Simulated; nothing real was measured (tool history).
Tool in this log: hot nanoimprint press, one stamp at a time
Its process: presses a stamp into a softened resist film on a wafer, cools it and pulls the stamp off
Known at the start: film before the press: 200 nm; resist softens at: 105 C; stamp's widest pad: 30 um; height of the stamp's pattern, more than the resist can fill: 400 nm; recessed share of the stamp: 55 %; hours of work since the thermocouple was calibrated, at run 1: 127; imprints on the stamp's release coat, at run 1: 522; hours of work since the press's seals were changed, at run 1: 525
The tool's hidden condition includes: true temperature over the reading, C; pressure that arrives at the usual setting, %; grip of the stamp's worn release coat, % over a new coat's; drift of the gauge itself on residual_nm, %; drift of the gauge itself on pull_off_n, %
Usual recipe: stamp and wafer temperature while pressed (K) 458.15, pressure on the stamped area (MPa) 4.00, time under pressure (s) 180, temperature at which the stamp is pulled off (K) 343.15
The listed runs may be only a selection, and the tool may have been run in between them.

run	hour	stamp and wafer temperature while pressed (K)	pressure on the stamped area (MPa)	time under pressure (s)	temperature at which the stamp is pulled off (K)	hours of work since the thermocouple was calibrated	imprints on the stamp's release coat	hours of work since the press's seals were changed	resist left under the stamp's widest pad (angstrom)	greatest force while the stamp is pulled off (N)
1	0.0	458.15	4.00	180	343.15	127	522	525	1106	109
2	50.5	458.15	4.00	180	343.15	153	633	552	1113	109
3	77.5	458.15	4.00	180	343.15	168	692	567	1113	107
# hour 94.1: press's hydraulic seals changed and the load cell set to zero
4	146.3	458.15	4.00	180	343.15	200	824	28	1097	115
5	177.3	458.15	4.00	180	343.15	217	892	44	1100	117
6	205.2	458.15	4.00	180	343.15	231	953	59	1101	118
7	258.8	458.15	4.00	164	343.15	260	1070	87	1141	121
8	299.7	458.15	4.00	164	343.15	281	1160	109	1142	124
# hour 315.6: stamp cleaned and given a new release coat
9	341.0	458.15	4.00	164	343.15	300	56	128	1146	96
# hour 356.9: plate thermocouple calibrated
10	401.3	458.15	4.00	180	343.15	24	181	158	1079	100
11	454.5	458.15	4.00	180	343.15	52	297	186	1078	101
12	488.3	458.15	4.00	129	343.15	70	371	204	1201	102
13	540.4	463.15	4.00	129	346.15	97	485	232	1010	101
14	596.7	446.15	6.27	308	336.15	127	608	262	1221	120
15	655.5	455.15	4.00	148	333.15	158	737	293	1292	128
16	683.2	458.15	2.62	150	343.15	173	797	308	1358	115
17	720.2	458.15	2.62	150	343.15	193	878	327	1364	118
18	774.5	470.15	2.62	176	342.15	222	997	356	867	121
19	804.8	448.15	4.39	106	342.15	238	1063	372	1645	118
20	841.4	469.15	4.39	106	342.15	257	1143	392	851	122
# hour 863.9: stamp cleaned and given a new release coat
21	882.7	470.15	5.32	251	334.15	276	41	410	527	106
# hour 943.6: plate thermocouple calibrated
22	943.6	468.15	4.00	188	343.15	0	167	441	722	99

What if the next run were any one of these 5? Each begins from the tool's condition after run 22:
A	1001.3	458.15	5.35	180	345.15	31	293	472	?	?
B	1001.3	458.15	6.20	98	344.15	31	293	472	?	?
C	1001.3	458.15	4.00	348	343.15	31	293	472	?	?
D	1001.3	453.15	4.00	188	343.15	31	293	472	?	?
E	1001.3	468.15	4.00	188	350.15	31	293	472	?	?

run	resist left under the stamp's widest pad (angstrom)	greatest force while the stamp is pulled off (N)
A	951	100
B	1093	99
C	860	98
D	1275	103
E	724	95
With the hidden condition removed and each run's random variation left untouched, the same runs would have given:
run	resist left under the stamp's widest pad (angstrom)	greatest force while the stamp is pulled off (N)
A	939	93
B	1078	93
C	851	92
D	1265	96
E	716	88
